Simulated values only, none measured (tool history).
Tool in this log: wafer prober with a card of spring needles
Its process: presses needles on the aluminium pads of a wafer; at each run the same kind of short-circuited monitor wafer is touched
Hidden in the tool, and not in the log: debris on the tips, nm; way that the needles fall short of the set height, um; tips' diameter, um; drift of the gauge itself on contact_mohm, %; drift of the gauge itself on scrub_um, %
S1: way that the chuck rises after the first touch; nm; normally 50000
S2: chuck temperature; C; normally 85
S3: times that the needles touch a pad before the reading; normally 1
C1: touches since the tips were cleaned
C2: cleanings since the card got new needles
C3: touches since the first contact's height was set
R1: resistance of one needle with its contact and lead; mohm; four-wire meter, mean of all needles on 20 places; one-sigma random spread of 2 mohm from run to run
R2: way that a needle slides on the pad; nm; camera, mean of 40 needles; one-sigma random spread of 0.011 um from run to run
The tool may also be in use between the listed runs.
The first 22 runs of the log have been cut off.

run	hour	S1	S2	S3	C1	C2	C3	R1	R2
# hour 270: tips cleaned on abrasive film
23	272.3	56000	35	2	1239	63	47560	201	8100
24	282.7	46000	28	1	7029	63	53350	205	6650
# hour 283.7: tips cleaned on abrasive film
25	296	46000	28	1	6767	64	60626	201	6650
# hour 297.4: tips cleaned on abrasive film
26	310.1	53000	30	2	6996	65	68380	203	7650
# hour 311.4: tips cleaned on abrasive film
27	322.3	33000	55	1	6009	66	75083	214	4760
# hour 324.4: tips cleaned on abrasive film
28	330.7	50000	110	1	3456	67	79696	218	7230
# hour 337.7: tips cleaned on abrasive film
29	339.5	50000	110	1	1017	68	84546	219	7220
30	347.6	50000	26	1	5471	68	89000	202	7240
# hour 351.1: tips cleaned on abrasive film
31	362.9	50000	26	1	6551	69	97439	204	7230
# hour 364.4: tips cleaned on abrasive film
32	370.2	50000	86	3	3233	70	101434	214	7220

What if the next run were any one of these 3? Each begins from the tool's condition after run 32:
# hour 377.4: tips cleaned on abrasive film
A	382.1	43000	86	3	2651	71	107969	?	?
# hour 377.4: tips cleaned on abrasive film
B	382.1	44000	86	1	2651	71	107969	?	?
# hour 377.4: tips cleaned on abrasive film
C	382.1	50000	85	3	2651	71	107969	?	?

run	R1	R2
A	215	6220
B	221	6370
C	214	7220
Take away the tool's hidden state, keep each run's random variation, and the runs would have read:
run	R1	R2
A	215	6230
B	220	6370
C	214	7230
